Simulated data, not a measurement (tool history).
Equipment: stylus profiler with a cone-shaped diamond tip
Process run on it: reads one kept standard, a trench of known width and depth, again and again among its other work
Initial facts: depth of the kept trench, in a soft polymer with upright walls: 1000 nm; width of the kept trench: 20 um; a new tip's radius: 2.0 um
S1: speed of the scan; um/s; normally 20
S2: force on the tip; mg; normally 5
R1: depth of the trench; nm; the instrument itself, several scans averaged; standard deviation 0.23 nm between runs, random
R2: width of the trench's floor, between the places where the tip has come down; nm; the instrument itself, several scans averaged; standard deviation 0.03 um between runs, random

{"run": 1, "day": 0.0, "S1": 20, "S2": 5, "R1": 1012.99, "R2": 16490}
{"run": 2, "day": 2.504, "S1": 20, "S2": 5, "R1": 1013.5, "R2": 16390}
{"run": 3, "day": 5.112, "S1": 20, "S2": 5, "R1": 1013.85, "R2": 16420}
{"run": 4, "day": 6.696, "S1": 20, "S2": 5, "R1": 1013.45, "R2": 16420}
{"run": 5, "day": 8.342, "S1": 20, "S2": 5, "R1": 1013.93, "R2": 16330}
{"run": 6, "day": 10.004, "S1": 23, "S2": 5, "R1": 1013.54, "R2": 16350}
{"run": 7, "day": 11.704, "S1": 23, "S2": 5, "R1": 1013.85, "R2": 16380}
{"run": 8, "day": 14.008, "S1": 20, "S2": 8.56, "R1": 1019.43, "R2": 16310}
{"run": 9, "day": 15.671, "S1": 20, "S2": 8.56, "R1": 1019.52, "R2": 16350}
{"run": 10, "day": 18.033, "S1": 20, "S2": 8.56, "R1": 1019.62, "R2": 16370}
{"run": 11, "day": 20.221, "S1": 20, "S2": 5, "R1": 1013.64, "R2": 16280}
{"run": 12, "day": 21.6, "S1": 20, "S2": 5, "R1": 1014.3, "R2": 16280}
{"run": 13, "day": 22.767, "S1": 9, "S2": 2.63, "R1": 1009.59, "R2": 16320}
{"run": 14, "day": 24.525, "S1": 9, "S2": 2.63, "R1": 1009.33, "R2": 16300}
{"run": 15, "day": 26.521, "S1": 9, "S2": 2.63, "R1": 1009.91, "R2": 16300}
{"run": 16, "day": 28.742, "S1": 9, "S2": 2.63, "R1": 1009.53, "R2": 16190}
{"run": 17, "day": 29.825, "S1": 20, "S2": 9.33, "R1": 1020.74, "R2": 16220}
{"run": 18, "day": 32.417, "S1": 6, "S2": 13.39, "R1": 1026.23, "R2": 16290}
{"run": 19, "day": 33.512, "S1": 6, "S2": 13.39, "R1": 1026.09, "R2": 16340}
{"run": 20, "day": 35.283, "S1": 6, "S2": 13.39, "R1": 1026.25, "R2": 16310}
{"run": 21, "day": 37.875, "S1": 6, "S2": 12.07, "R1": 1024.98, "R2": 16280}
{"run": 22, "day": 39.479, "S1": 20, "S2": 2.98, "R1": 1010.89, "R2": 16120}
{"run": 23, "day": 41.833, "S1": 20, "S2": 2.98, "R1": 1011.02, "R2": 16140}
{"run": 24, "day": 43.462, "S1": 6, "S2": 7.71, "R1": 1019.18, "R2": 16210}

For some of the steps in R1 from one run to the next: how much would appear even if the tool had no hidden state, given the settings, what came in and random variation, and how much remains for the hidden state plus any gauge scatter that the measured result and the result without hidden state don't share?
Hidden state present: radius of the tip, um; height scale over the true one, %; drift of the gauge itself on depth_nm, %; drift of the gauge itself on floor_um, %.
Run 1 -> 2: settings left as they were, no log entry in between. R1 +0.51 nm: hidden state +0.08, all else +0.43.
Run 2 -> 3: settings left as they were, no log entry in between. R1 +0.35 nm: hidden state +0.08, all else +0.27.
Run 16 -> 17: S1 9 -> 20, S2 2.63 -> 9.33. R1 +11.21 nm: hidden state +0.05, all else +11.16.
Run 21 -> 22: S1 6 -> 20, S2 12.07 -> 2.98. R1 -14.09 nm: hidden state +0.02, all else -14.11.
